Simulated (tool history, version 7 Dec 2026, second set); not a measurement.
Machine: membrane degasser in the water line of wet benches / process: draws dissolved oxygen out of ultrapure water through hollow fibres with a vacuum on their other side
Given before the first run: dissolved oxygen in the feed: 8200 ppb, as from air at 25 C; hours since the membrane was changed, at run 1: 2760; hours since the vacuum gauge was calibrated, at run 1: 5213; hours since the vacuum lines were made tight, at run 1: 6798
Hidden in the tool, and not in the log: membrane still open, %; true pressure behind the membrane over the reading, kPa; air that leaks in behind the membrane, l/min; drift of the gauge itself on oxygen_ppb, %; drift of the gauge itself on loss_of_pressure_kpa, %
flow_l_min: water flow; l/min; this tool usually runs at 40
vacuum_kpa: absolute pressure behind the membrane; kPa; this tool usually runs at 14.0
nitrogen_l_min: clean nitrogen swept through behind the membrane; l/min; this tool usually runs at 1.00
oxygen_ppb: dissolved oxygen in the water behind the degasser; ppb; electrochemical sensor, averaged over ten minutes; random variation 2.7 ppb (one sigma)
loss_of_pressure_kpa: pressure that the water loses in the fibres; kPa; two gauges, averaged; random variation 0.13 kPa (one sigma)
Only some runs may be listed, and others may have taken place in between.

| run | hour | flow_l_min | vacuum_kpa | nitrogen_l_min | hours since the membrane was changed | hours since the vacuum gauge was calibrated | hours since the vacuum lines were made tight | oxygen_ppb | loss_of_pressure_kpa |
|---|---|---|---|---|---|---|---|---|---|
| 1 | 0.0 | 40 | 14.0 | 1.00 | 2760 | 5213 | 6798 | 933.9 | 31.74 |
| 2 | 111.2 | 40 | 14.0 | 1.00 | 2871 | 5324 | 6909 | 941.9 | 31.89 |
| 3 | 193.9 | 40 | 21.8 | 1.00 | 2954 | 5407 | 6991 | 1422.9 | 31.91 |
|  | 212.6 | vacuum gauge calibrated |
| 4 | 252.1 | 40 | 21.8 | 1.00 | 3011 | 40 | 7049 | 1395.0 | 31.81 |
| 5 | 343.2 | 36 | 14.0 | 1.00 | 3102 | 131 | 7140 | 824.8 | 28.91 |
| 6 | 442.7 | 28 | 14.0 | 1.00 | 3202 | 230 | 7240 | 650.3 | 22.46 |
| 7 | 506.6 | 28 | 14.0 | 1.00 | 3266 | 294 | 7304 | 650.1 | 22.26 |
| 8 | 599.3 | 28 | 14.0 | 1.00 | 3359 | 387 | 7396 | 655.3 | 22.19 |
| 9 | 682.5 | 40 | 14.0 | 1.00 | 3442 | 470 | 7479 | 909.2 | 31.97 |
| 10 | 746.7 | 40 | 14.0 | 1.00 | 3506 | 534 | 7544 | 909.6 | 32.19 |
| 11 | 871.7 | 40 | 14.0 | 0.45 | 3631 | 659 | 7669 | 1473.9 | 32.24 |
| 12 | 977.7 | 40 | 14.0 | 0.45 | 3737 | 765 | 7775 | 1464.2 | 32.22 |
| 13 | 1053.2 | 40 | 14.0 | 0.45 | 3812 | 841 | 7850 | 1461.5 | 31.92 |
| 14 | 1143.8 | 55 | 14.0 | 0.45 | 3903 | 931 | 7941 | 1834.1 | 44.36 |
| 15 | 1229.7 | 55 | 14.0 | 0.45 | 3989 | 1017 | 8027 | 1826.4 | 44.22 |
| 16 | 1284.0 | 55 | 14.0 | 1.57 | 4043 | 1071 | 8081 | 956.6 | 44.36 |
| 17 | 1376.2 | 55 | 14.4 | 1.57 | 4135 | 1164 | 8173 | 983.6 | 44.06 |

Forecast run 18:
| 18 | 1501.0 | 58 | 11.5 | 1.00 | 4260 | 1288 | 8298 | ? | ? |

oxygen_ppb: 1078.1 ppb
loss_of_pressure_kpa: 46.66 kPa
With no hidden state in the tool, this same run would have given oxygen_ppb 1049.1 ppb, loss_of_pressure_kpa 45.32 kPa.
